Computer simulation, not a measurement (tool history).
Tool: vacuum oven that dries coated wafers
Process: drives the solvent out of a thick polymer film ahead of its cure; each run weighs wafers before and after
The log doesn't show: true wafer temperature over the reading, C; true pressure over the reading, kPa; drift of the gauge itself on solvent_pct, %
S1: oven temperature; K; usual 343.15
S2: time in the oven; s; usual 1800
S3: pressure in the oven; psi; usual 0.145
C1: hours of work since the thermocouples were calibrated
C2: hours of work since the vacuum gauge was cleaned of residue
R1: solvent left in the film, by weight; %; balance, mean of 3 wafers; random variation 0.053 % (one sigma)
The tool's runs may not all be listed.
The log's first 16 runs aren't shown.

Run 17, day 10.683: usual settings but S1 340.15 K, S2 1140 s, S3 0.328 psi; C1 567; C2 616. Result: R1 6.82 %.
Run 18, day 11.392: usual settings but S1 329.15 K, S2 2160 s, S3 0.328 psi; C1 580; C2 629. Result: R1 9.37 %.
Run 19, day 12.112: usual settings but S2 1380 s, S3 0.222 psi; C1 594; C2 642. Result: R1 4.09 %.
Run 20, day 12.879: usual settings but S2 1380 s, S3 0.222 psi; C1 608; C2 656. Result: R1 4.09 %.
Run 21, day 13.921: usual settings but S2 1380 s, S3 0.222 psi; C1 627; C2 675. Result: R1 4.06 %.
Run 22, day 14.342: usual settings but S1 352.15 K, S2 2460 s, S3 0.226 psi; C1 635; C2 683. Result: R1 1.72 %.
Run 23, day 15.083: usual settings but S1 336.15 K, S2 2760 s, S3 0.094 psi; C1 648; C2 697. Result: R1 2.68 %.
Run 24, day 15.575: usual settings but S1 333.15 K, S2 3000 s, S3 0.094 psi; C1 657; C2 706. Result: R1 3.38 %.
Run 25, day 16.221: usual settings but S3 0.132 psi; C1 669; C2 718. Result: R1 2.37 %.
Run 26, day 16.938: usual settings but S3 0.136 psi; C1 682; C2 731. Result: R1 2.57 %.
Run 27, day 17.704: usual settings but S1 331.15 K, S2 1620 s, S3 0.457 psi; C1 697; C2 745. Result: R1 10.8 %.
Run 28, day 18.125: usual settings but S1 341.15 K, S2 1620 s, S3 0.56 psi; C1 704; C2 753. Result: R1 7.96 %.
Run 29, day 18.912: usual settings but S2 2640 s, S3 0.149 psi; C1 719; C2 767. Result: R1 1.93 %.
Run 30, day 19.392: usual settings but S1 331.15 K, S2 2940 s; C1 728; C2 776. Result: R1 4.97 %.
Run 31, day 20.017: usual settings but S1 357.15 K, S2 2580 s, S3 0.107 psi; C1 739; C2 788. Result: R1 0.61 %.

4 ways to go on from here, each from the tool as it stands after run 31. What would each give?
Run A, day 20.504: usual settings but S1 338.15 K, S3 0.474 psi; C1 748; C2 797. Result: R1 ?.
Run B, day 20.504: usual settings but S1 345.15 K, S2 2580 s, S3 0.189 psi; C1 748; C2 797. Result: R1 ?.
Run C, day 20.504: usual settings but S1 357.15 K, S3 0.196 psi; C1 748; C2 797. Result: R1 ?.
Run D, day 20.504: usual settings but S1 331.15 K, S3 0.12 psi; C1 748; C2 797. Result: R1 ?.

run    R1
  A  7.81
  B  2.14
  C  1.31
  D  6.26
Without the tool's hidden state the same runs would have given:
run    R1
  A  7.81
  B  2.14
  C  1.31
  D  6.26
